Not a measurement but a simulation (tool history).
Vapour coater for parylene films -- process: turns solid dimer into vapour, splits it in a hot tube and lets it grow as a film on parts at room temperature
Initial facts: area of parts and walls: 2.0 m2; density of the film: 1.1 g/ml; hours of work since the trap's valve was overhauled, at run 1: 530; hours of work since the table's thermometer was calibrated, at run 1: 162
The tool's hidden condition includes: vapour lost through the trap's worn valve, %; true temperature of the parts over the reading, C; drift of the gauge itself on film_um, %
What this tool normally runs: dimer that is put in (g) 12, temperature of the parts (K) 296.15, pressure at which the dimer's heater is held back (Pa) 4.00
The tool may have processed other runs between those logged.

run   hour  dimer that is put in (g)  temperature of the parts (K)  pressure at which the dimer's heater is held back (Pa)  hours of work since the trap's valve was overhauled  hours of work since the table's thermometer was calibrated  thickness of the film (um)
  1    0.0                        12                        296.15                                                    4.00                                                  530                                                         162                        4.22
  2   12.0                        12                        296.15                                                    4.00                                                  540                                                         171                        4.20
  3   31.8                        12                        296.15                                                    4.00                                                  556                                                         188                        4.22
  4   40.9                        12                        296.15                                                    2.43                                                  563                                                         195                        4.68
  5   48.9                        12                        296.15                                                    2.43                                                  570                                                         202                        4.67
  6   68.5                        12                        296.15                                                    2.43                                                  586                                                         218                        4.66
  7   87.6                        12                        296.15                                                    2.01                                                  601                                                         233                        4.84
  8  106.6                        12                        296.15                                                    2.01                                                  617                                                         249                        4.87
  9  123.7                        12                        296.15                                                    2.01                                                  631                                                         263                        4.82
 10  141.7                        12                        296.15                                                    3.93                                                  646                                                         278                        4.23
 11  155.6                        12                        296.15                                                    3.93                                                  657                                                         289                        4.22
 12  167.9                        22                        296.15                                                    3.93                                                  667                                                         299                        7.74
 13  180.0                        22                        296.15                                                    3.93                                                  677                                                         309                        7.71
     191.6  -- trap's valve overhauled
 14  196.3                        12                        292.15                                                    4.00                                                    4                                                         319                        4.61
 15  213.0                        12                        290.15                                                    4.00                                                   18                                                         333                        4.97
 16  225.5                        12                        290.15                                                    4.00                                                   28                                                         343                        4.91
 17  242.3                        12                        290.15                                                   10.87                                                   42                                                         357                        3.97
 18  251.0                        12                        290.15                                                   10.87                                                   49                                                         364                        3.98
     259.5  -- trap's valve overhauled, once more
 19  266.6                        12                        290.15                                                   10.87                                                    6                                                         373                        4.22
 20  277.8                        12                        296.15                                                    8.54                                                   15                                                         382                        3.71
 21  287.7                        12                        296.15                                                    8.54                                                   23                                                         390                        3.70
 22  305.0                        12                        296.15                                                    4.98                                                   37                                                         405                        4.21
 23  324.3                         9                        305.15                                                    4.98                                                   53                                                         420                        2.42
 24  338.4                         9                        303.15                                                    3.18                                                   64                                                         432                        2.76
 25  355.1                         9                        303.15                                                    3.18                                                   78                                                         445                        2.80

Run 26, settings as shown, results not yet in. Your forecast:
 26  369.9                         9                        303.15                                                    3.18                                                   90                                                         458                           ?

thickness of the film (um): 2.79
With no hidden state in the tool, this same run would have given thickness of the film (um) 2.79.

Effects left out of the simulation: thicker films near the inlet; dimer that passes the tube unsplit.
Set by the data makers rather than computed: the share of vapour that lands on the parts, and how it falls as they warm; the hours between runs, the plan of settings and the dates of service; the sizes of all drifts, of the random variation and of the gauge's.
